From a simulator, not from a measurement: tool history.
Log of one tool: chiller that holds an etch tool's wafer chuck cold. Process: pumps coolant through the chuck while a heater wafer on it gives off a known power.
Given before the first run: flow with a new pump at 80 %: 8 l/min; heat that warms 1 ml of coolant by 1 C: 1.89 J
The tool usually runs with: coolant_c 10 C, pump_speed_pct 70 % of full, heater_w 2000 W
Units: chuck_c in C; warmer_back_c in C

Run 1, hour 0: usual settings. Result: chuck_c 29.3 C, warmer_back_c 9.37 C.
Run 2, hour 25.3: usual settings. Result: chuck_c 29.2 C, warmer_back_c 9.43 C.
Run 3, hour 47.7: usual settings. Result: chuck_c 29 C, warmer_back_c 9.42 C.
Run 4, hour 81.1: usual settings. Result: chuck_c 29.4 C, warmer_back_c 9.46 C.
Run 5, hour 97.6: usual settings. Result: chuck_c 29.1 C, warmer_back_c 9.51 C.
Run 6, hour 127.9: usual settings but heater_w 1290 W. Result: chuck_c 22.3 C, warmer_back_c 6.1 C.
Run 7, hour 157.8: usual settings but heater_w 1290 W. Result: chuck_c 22.4 C, warmer_back_c 6.03 C.
Run 8, hour 176.9: usual settings but heater_w 1290 W. Result: chuck_c 22.4 C, warmer_back_c 6.12 C.
Run 9, hour 191.9: usual settings but heater_w 1290 W. Result: chuck_c 22.3 C, warmer_back_c 6.04 C.
Run 10, hour 224.2: usual settings but heater_w 1290 W. Result: chuck_c 22.4 C, warmer_back_c 6.09 C.
Run 11, hour 239.9: usual settings but heater_w 1290 W. Result: chuck_c 22.3 C, warmer_back_c 6.06 C.
Run 12, hour 264.2: usual settings but heater_w 1290 W. Result: chuck_c 22.4 C, warmer_back_c 6.11 C.
Run 13, hour 280.8: usual settings but heater_w 1290 W. Result: chuck_c 22.5 C, warmer_back_c 6.13 C.
Run 14, hour 304.1: usual settings but coolant_c 1 C. Result: chuck_c 20.3 C, warmer_back_c 9.48 C.
Run 15, hour 326.4: usual settings but coolant_c 1 C. Result: chuck_c 20.2 C, warmer_back_c 9.47 C.

Predict the results of run 16:
Run 16, hour 340.1: usual settings but heater_w 1117 W. Result: chuck_c ?, warmer_back_c ?.

Run 16 came out at chuck_c 20.6 C, warmer_back_c 5.31 C.
Had the tool carried no hidden state, the very same run would have given chuck_c 20 C, warmer_back_c 5.18 C.
